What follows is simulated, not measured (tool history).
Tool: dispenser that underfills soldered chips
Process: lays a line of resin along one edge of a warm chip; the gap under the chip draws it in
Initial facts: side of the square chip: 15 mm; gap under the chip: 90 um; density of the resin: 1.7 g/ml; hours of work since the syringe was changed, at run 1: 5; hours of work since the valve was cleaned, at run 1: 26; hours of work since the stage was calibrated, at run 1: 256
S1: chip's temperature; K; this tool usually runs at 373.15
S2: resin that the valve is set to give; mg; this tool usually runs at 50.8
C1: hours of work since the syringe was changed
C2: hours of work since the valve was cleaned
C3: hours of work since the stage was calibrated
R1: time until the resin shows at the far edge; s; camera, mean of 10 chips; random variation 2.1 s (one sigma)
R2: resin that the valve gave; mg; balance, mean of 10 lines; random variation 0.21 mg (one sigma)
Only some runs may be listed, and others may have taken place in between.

{"run": 1, "hour": 0.0, "S1": 373.15, "S2": 50.8, "C1": 5, "C2": 26, "C3": 256, "R1": 322.6, "R2": 49.68}
{"hour": 8.0, "done": "new syringe of resin"}
{"run": 2, "hour": 9.8, "S1": 373.15, "S2": 52.1, "C1": 1, "C2": 32, "C3": 262, "R1": 238.0, "R2": 50.18}
{"run": 3, "hour": 15.7, "S1": 373.15, "S2": 52.1, "C1": 5, "C2": 36, "C3": 265, "R1": 318.1, "R2": 50.52}
{"run": 4, "hour": 21.3, "S1": 373.15, "S2": 52.1, "C1": 8, "C2": 39, "C3": 269, "R1": 439.5, "R2": 50.12}
{"hour": 23.8, "done": "new syringe of resin"}
{"run": 5, "hour": 29.1, "S1": 373.15, "S2": 44.9, "C1": 3, "C2": 44, "C3": 274, "R1": 291.5, "R2": 43.29}
{"run": 6, "hour": 33.6, "S1": 373.15, "S2": 59.1, "C1": 6, "C2": 47, "C3": 276, "R1": 357.0, "R2": 56.65}
{"hour": 39.8, "done": "new syringe of resin"}
{"run": 7, "hour": 45.0, "S1": 373.15, "S2": 59.1, "C1": 3, "C2": 54, "C3": 283, "R1": 279.6, "R2": 56.56}
{"run": 8, "hour": 54.7, "S1": 367.15, "S2": 51.5, "C1": 9, "C2": 60, "C3": 289, "R1": 557.8, "R2": 48.77}
{"hour": 55.6, "done": "new syringe of resin"}
{"run": 9, "hour": 61.4, "S1": 380.15, "S2": 65.2, "C1": 4, "C2": 64, "C3": 293, "R1": 241.7, "R2": 61.29}
{"run": 10, "hour": 70.0, "S1": 380.15, "S2": 65.2, "C1": 9, "C2": 69, "C3": 299, "R1": 383.6, "R2": 61.57}
{"hour": 71.3, "done": "new syringe of resin"}
{"run": 11, "hour": 76.3, "S1": 362.15, "S2": 46.6, "C1": 3, "C2": 73, "C3": 303, "R1": 390.3, "R2": 43.57}
{"run": 12, "hour": 83.6, "S1": 358.15, "S2": 44.0, "C1": 8, "C2": 78, "C3": 307, "R1": 670.5, "R2": 40.71}
{"hour": 87.6, "done": "new syringe of resin"}
{"run": 13, "hour": 91.9, "S1": 371.15, "S2": 62.7, "C1": 3, "C2": 83, "C3": 312, "R1": 273.3, "R2": 57.83}
{"run": 14, "hour": 102.2, "S1": 373.15, "S2": 49.4, "C1": 9, "C2": 89, "C3": 319, "R1": 469.8, "R2": 45.3}

The logged runs with the hidden state left out (each run's random variation unchanged):
Hidden conditions of the tool in this case: resin's viscosity, % of fresh resin's; dose that the valve gives, % of what is set; true chip temperature over the reading, C; drift of the gauge itself on fill_s, %; drift of the gauge itself on given_mg, %.
run=1 R1=207.0 R2=50.95
run=2 R1=210.5 R2=51.72
run=3 R1=204.7 R2=52.22
run=4 R1=209.7 R2=51.97
run=5 R1=211.8 R2=45.06
run=6 R1=205.3 R2=59.13
run=7 R1=207.5 R2=59.42
run=8 R1=244.5 R2=51.51
run=9 R1=171.4 R2=64.97
run=10 R1=171.6 R2=65.56
run=11 R1=284.3 R2=46.57
run=12 R1=327.9 R2=43.70
run=13 R1=212.7 R2=62.36
run=14 R1=207.2 R2=49.17

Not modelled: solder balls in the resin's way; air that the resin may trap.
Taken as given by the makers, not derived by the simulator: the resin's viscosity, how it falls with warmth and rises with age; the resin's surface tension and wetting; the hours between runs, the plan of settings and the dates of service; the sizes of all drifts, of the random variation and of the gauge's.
